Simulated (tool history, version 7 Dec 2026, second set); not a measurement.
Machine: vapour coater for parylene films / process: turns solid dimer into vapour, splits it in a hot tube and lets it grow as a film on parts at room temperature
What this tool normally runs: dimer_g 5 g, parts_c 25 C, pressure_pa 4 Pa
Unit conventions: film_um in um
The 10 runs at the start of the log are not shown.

Run 11, hour 220: usual settings. Result: film_um 1.21 um.
Run 12, hour 245.2: usual settings. Result: film_um 1.28 um.
Run 13, hour 273.6: usual settings. Result: film_um 1.28 um.
Run 14, hour 290.5: usual settings but dimer_g 3 g. Result: film_um 0.75 um.
Run 15, hour 315.4: usual settings but dimer_g 3 g. Result: film_um 0.74 um.
Run 16, hour 331.9: usual settings but parts_c 23 C, pressure_pa 4.32 Pa. Result: film_um 1.37 um.
Run 17, hour 357.5: usual settings but parts_c 23 C, pressure_pa 4.32 Pa. Result: film_um 1.39 um.
Run 18, hour 370.1: usual settings but dimer_g 3 g, parts_c 37 C, pressure_pa 6.08 Pa. Result: film_um 0.46 um.
Run 19, hour 397.4: usual settings but dimer_g 6 g, parts_c 32 C. Result: film_um 1.14 um.
Run 20, hour 412.4: usual settings but dimer_g 3 g, parts_c 36 C, pressure_pa 2.17 Pa. Result: film_um 0.54 um.
Run 21, hour 436.2: usual settings but dimer_g 6 g, parts_c 24 C, pressure_pa 11.3 Pa. Result: film_um 1.37 um.
Run 22, hour 462.7: usual settings but dimer_g 6 g, parts_c 24 C, pressure_pa 11.3 Pa. Result: film_um 1.36 um.
Run 23, hour 488.5: usual settings but dimer_g 6 g, parts_c 28 C, pressure_pa 9.79 Pa. Result: film_um 1.24 um.
Run 24, hour 502.7: usual settings but pressure_pa 4.28 Pa. Result: film_um 1.25 um.
Run 25, hour 517.8: usual settings but dimer_g 7 g, parts_c 21 C, pressure_pa 6.58 Pa. Result: film_um 1.96 um.
Run 26, hour 537.2: usual settings but dimer_g 4 g, parts_c 21 C, pressure_pa 5.6 Pa. Result: film_um 1.14 um.
Run 27, hour 558.4: usual settings but dimer_g 2 g, parts_c 17 C. Result: film_um 0.7 um.
Run 28, hour 583.3: usual settings but dimer_g 4 g, pressure_pa 2.66 Pa. Result: film_um 1.05 um.
Run 29, hour 611: usual settings but dimer_g 8 g, parts_c 28 C, pressure_pa 3.23 Pa. Result: film_um 1.8 um.
Run 30, hour 630.9: usual settings but dimer_g 8 g, parts_c 28 C, pressure_pa 3.23 Pa. Result: film_um 1.82 um.

Each row is a separate what-if for the run after 30, all from the same tool condition, not one after another. Results?
Run A, hour 657.3: usual settings but parts_c 35 C. Result: film_um ?.
Run B, hour 657.3: usual settings but pressure_pa 3.24 Pa. Result: film_um ?.
Run C, hour 657.3: usual settings but dimer_g 6 g, parts_c 28 C, pressure_pa 5.35 Pa. Result: film_um ?.
Run D, hour 657.3: usual settings but dimer_g 8 g, parts_c 28 C, pressure_pa 9.21 Pa. Result: film_um ?.

run  film_um
  A     0.83
  B     1.28
  C     1.29
  D     1.61
The same runs, with their run-to-run variation unchanged, on a tool lacking any hidden condition would have given:
run  film_um
  A     0.84
  B     1.29
  C      1.3
  D     1.62
